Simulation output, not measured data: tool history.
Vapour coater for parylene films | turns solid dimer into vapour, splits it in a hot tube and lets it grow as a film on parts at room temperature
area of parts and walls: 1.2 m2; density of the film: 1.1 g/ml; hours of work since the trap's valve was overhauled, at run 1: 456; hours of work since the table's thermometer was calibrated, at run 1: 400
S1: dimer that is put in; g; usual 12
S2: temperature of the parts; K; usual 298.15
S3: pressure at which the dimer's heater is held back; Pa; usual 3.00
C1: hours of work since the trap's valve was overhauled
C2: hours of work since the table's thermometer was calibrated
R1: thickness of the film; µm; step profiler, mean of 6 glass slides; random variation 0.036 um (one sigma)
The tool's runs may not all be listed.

run,day,S1,S2,S3,C1,C2,R1
1,0.000,12,298.15,3.00,456,400,4.01
2,0.446,12,298.15,3.00,465,408,3.99
3,1.067,12,298.15,3.00,477,420,4.03
# day 1.579: trap's valve overhauled
4,1.867,12,298.15,3.00,6,433,4.52
5,2.383,20,298.15,3.00,15,443,7.49
6,2.796,12,298.15,3.00,23,450,4.52
7,3.425,12,298.15,3.00,35,463,4.46
8,3.971,12,296.15,3.00,46,473,4.62
9,4.267,12,298.15,3.00,52,479,4.49
10,4.729,12,298.15,3.00,61,488,4.50
11,5.217,12,298.15,3.00,70,497,4.41
12,5.575,12,298.15,3.00,77,504,4.40
13,5.967,12,298.15,3.00,84,511,4.39
14,6.383,12,298.15,2.65,92,519,4.49
15,6.696,16,297.15,3.00,98,525,5.92
16,7.254,20,307.15,8.63,109,536,5.47
17,7.879,20,307.15,8.63,121,548,5.52
18,8.158,18,291.15,4.54,127,554,7.08
19,8.462,12,291.15,10.28,132,559,4.20
20,9.008,19,305.15,6.82,143,570,5.53
21,9.621,10,297.15,6.82,155,582,3.34
22,9.962,12,298.15,3.81,161,588,4.16
23,10.333,12,290.15,2.07,168,595,5.18
24,10.612,12,290.15,7.90,174,601,4.38
25,11.229,17,290.15,7.90,186,613,6.16
26,11.850,12,300.15,8.76,198,625,3.63
27,12.133,9,300.15,4.64,203,630,2.95
28,12.575,9,292.15,2.72,211,639,3.62

Forecast each of these 3 alternatives for the next run:
A,12.983,19,303.15,2.35,219,646,?
B,12.983,12,298.15,3.00,219,646,?
C,12.983,9,306.15,2.39,219,646,?

run,R1
A,6.47
B,4.29
C,2.88
Without the tool's hidden state the same runs would have given:
run,R1
A,6.69
B,4.44
C,2.98
